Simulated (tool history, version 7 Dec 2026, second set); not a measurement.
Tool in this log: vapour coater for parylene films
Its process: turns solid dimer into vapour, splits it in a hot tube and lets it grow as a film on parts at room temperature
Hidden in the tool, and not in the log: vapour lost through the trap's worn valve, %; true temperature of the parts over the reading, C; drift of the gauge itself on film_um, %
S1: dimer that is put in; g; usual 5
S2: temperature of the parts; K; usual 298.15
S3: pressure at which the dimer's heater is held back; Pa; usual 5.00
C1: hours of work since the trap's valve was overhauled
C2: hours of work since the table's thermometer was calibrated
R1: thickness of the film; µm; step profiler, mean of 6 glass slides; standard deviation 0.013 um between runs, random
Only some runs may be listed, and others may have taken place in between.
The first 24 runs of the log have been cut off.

{"run": 25, "day": 28.412, "S1": 5, "S2": 293.15, "S3": 4.06, "C1": 414, "C2": 502, "R1": 1.96}
{"run": 26, "day": 29.667, "S1": 4, "S2": 299.15, "S3": 2.26, "C1": 431, "C2": 519, "R1": 1.36}
{"run": 27, "day": 31.162, "S1": 8, "S2": 297.15, "S3": 2.26, "C1": 451, "C2": 539, "R1": 2.95}
{"run": 28, "day": 32.625, "S1": 4, "S2": 299.15, "S3": 2.18, "C1": 470, "C2": 558, "R1": 1.38}
{"run": 29, "day": 33.329, "S1": 5, "S2": 299.15, "S3": 2.36, "C1": 479, "C2": 568, "R1": 1.69}
{"run": 30, "day": 34.538, "S1": 5, "S2": 293.15, "S3": 2.36, "C1": 495, "C2": 584, "R1": 2.1}
{"run": 31, "day": 35.929, "S1": 5, "S2": 307.15, "S3": 3.24, "C1": 514, "C2": 602, "R1": 1.19}
{"day": 36.246, "done": "trap's valve overhauled"}
{"run": 32, "day": 37.662, "S1": 4, "S2": 297.15, "S3": 5.0, "C1": 19, "C2": 623, "R1": 1.24}
{"run": 33, "day": 39.083, "S1": 4, "S2": 297.15, "S3": 5.0, "C1": 38, "C2": 642, "R1": 1.24}
{"run": 34, "day": 40.162, "S1": 4, "S2": 293.15, "S3": 5.0, "C1": 52, "C2": 656, "R1": 1.43}
{"run": 35, "day": 41.762, "S1": 4, "S2": 293.15, "S3": 5.0, "C1": 73, "C2": 677, "R1": 1.42}
{"run": 36, "day": 42.867, "S1": 4, "S2": 303.15, "S3": 5.0, "C1": 88, "C2": 692, "R1": 0.99}
{"run": 37, "day": 44.017, "S1": 5, "S2": 298.15, "S3": 2.34, "C1": 103, "C2": 707, "R1": 1.68}
{"run": 38, "day": 45.367, "S1": 5, "S2": 298.15, "S3": 2.34, "C1": 121, "C2": 725, "R1": 1.7}
{"day": 45.646, "done": "trap's valve overhauled, once more"}
{"run": 39, "day": 46.333, "S1": 7, "S2": 303.15, "S3": 6.33, "C1": 9, "C2": 735, "R1": 1.84}
{"run": 40, "day": 47.442, "S1": 5, "S2": 303.15, "S3": 6.33, "C1": 24, "C2": 750, "R1": 1.32}
{"run": 41, "day": 48.962, "S1": 4, "S2": 306.15, "S3": 2.32, "C1": 44, "C2": 770, "R1": 1.11}
{"run": 42, "day": 49.817, "S1": 4, "S2": 306.15, "S3": 2.32, "C1": 55, "C2": 781, "R1": 1.11}
{"run": 43, "day": 51.192, "S1": 3, "S2": 303.15, "S3": 2.32, "C1": 73, "C2": 800, "R1": 0.92}
{"run": 44, "day": 52.608, "S1": 7, "S2": 303.15, "S3": 2.32, "C1": 92, "C2": 819, "R1": 2.16}
{"run": 45, "day": 54.292, "S1": 7, "S2": 310.15, "S3": 2.32, "C1": 115, "C2": 841, "R1": 1.67}
{"run": 46, "day": 55.492, "S1": 7, "S2": 310.15, "S3": 2.32, "C1": 130, "C2": 857, "R1": 1.67}

Consider 5 possible next runs. They are alternatives, not a sequence: every one starts from the tool as it was left by run 46. What does each give?
{"run": "A", "day": 56.458, "S1": 3, "S2": 298.15, "S3": 5.0, "C1": 143, "C2": 869, "R1": "?"}
{"run": "B", "day": 56.458, "S1": 7, "S2": 290.15, "S3": 2.32, "C1": 143, "C2": 869, "R1": "?"}
{"run": "C", "day": 56.458, "S1": 3, "S2": 310.15, "S3": 2.32, "C1": 143, "C2": 869, "R1": "?"}
{"run": "D", "day": 56.458, "S1": 4, "S2": 293.15, "S3": 2.25, "C1": 143, "C2": 869, "R1": "?"}
{"run": "E", "day": 56.458, "S1": 4, "S2": 298.15, "S3": 5.0, "C1": 143, "C2": 869, "R1": "?"}

run=A R1=0.99
run=B R1=3.09
run=C R1=0.72
run=D R1=1.77
run=E R1=1.31
Take away the tool's hidden state, keep each run's random variation, and the runs would have read:
run=A R1=0.98
run=B R1=3.14
run=C R1=0.71
run=D R1=1.79
run=E R1=1.29

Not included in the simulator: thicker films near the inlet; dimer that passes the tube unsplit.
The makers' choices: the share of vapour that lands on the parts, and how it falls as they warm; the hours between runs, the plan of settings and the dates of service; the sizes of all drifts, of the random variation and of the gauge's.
